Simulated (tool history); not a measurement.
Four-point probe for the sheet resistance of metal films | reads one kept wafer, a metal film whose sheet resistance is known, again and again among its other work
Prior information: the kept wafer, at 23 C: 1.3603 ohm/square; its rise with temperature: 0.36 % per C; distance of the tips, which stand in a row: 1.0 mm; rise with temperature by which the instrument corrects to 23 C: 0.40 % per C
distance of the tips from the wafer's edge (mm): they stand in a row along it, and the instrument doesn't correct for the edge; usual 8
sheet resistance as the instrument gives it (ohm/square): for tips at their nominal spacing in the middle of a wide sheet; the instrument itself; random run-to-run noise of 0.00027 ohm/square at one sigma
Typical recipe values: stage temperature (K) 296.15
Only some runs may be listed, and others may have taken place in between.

| run | hour | stage temperature (K) | distance of the tips from the wafer's edge (mm) | sheet resistance as the instrument gives it (ohm/square) |
|---|---|---|---|---|
| 1 | 0 | 296.15 | 8 | 1.371437 |
| 2 | 15.3 | 296.15 | 8 | 1.371411 |
| 3 | 34.1 | 296.15 | 8 | 1.37159 |
| 4 | 51.8 | 296.15 | 8 | 1.371772 |
| 5 | 70.7 | 296.15 | 8 | 1.371718 |
| 6 | 87.3 | 294.15 | 8 | 1.372895 |
| 7 | 100.4 | 294.15 | 8 | 1.372731 |
| 8 | 110.2 | 305.15 | 8 | 1.366552 |
| 9 | 131.1 | 305.15 | 8 | 1.366028 |
| 10 | 141.2 | 305.15 | 8 | 1.366508 |
| 11 | 154.1 | 296.15 | 49 | 1.360366 |
| 12 | 168.5 | 296.15 | 8 | 1.371481 |
| 13 | 187.9 | 296.15 | 8 | 1.371577 |
| 14 | 200.1 | 296.15 | 36 | 1.360701 |
| 15 | 218.7 | 296.15 | 8 | 1.371151 |
| 16 | 239.6 | 296.15 | 8 | 1.371418 |
| 17 | 260 | 296.15 | 8 | 1.371551 |
| 18 | 281.5 | 296.15 | 8 | 1.372003 |
| 19 | 299.3 | 296.15 | 8 | 1.371642 |
| 20 | 310.9 | 305.15 | 8 | 1.36632 |
| 21 | 329.4 | 305.15 | 8 | 1.366637 |
| 22 | 346.3 | 296.15 | 8 | 1.37123 |
| 23 | 360.5 | 296.15 | 7 | 1.375247 |
| 24 | 370.5 | 296.15 | 7 | 1.37527 |
| 25 | 379.3 | 296.15 | 7 | 1.374636 |
| 26 | 392.2 | 304.15 | 8 | 1.367153 |
| 27 | 401.7 | 296.15 | 4 | 1.40445 |
| 28 | 421.4 | 296.15 | 3 | 1.436793 |
| 29 | 433.4 | 293.15 | 22 | 1.363153 |
| 30 | 454.6 | 301.15 | 26 | 1.358028 |
| 31 | 465 | 304.15 | 4 | 1.3996 |

Run 32 comes next. What will it give?
| 32 | 476.6 | 303.15 | 8 | ? |

sheet resistance as the instrument gives it (ohm/square): 1.367705
Minus the tool's unlogged condition, the same run would have read sheet resistance as the instrument gives it (ohm/square) 1.367817.

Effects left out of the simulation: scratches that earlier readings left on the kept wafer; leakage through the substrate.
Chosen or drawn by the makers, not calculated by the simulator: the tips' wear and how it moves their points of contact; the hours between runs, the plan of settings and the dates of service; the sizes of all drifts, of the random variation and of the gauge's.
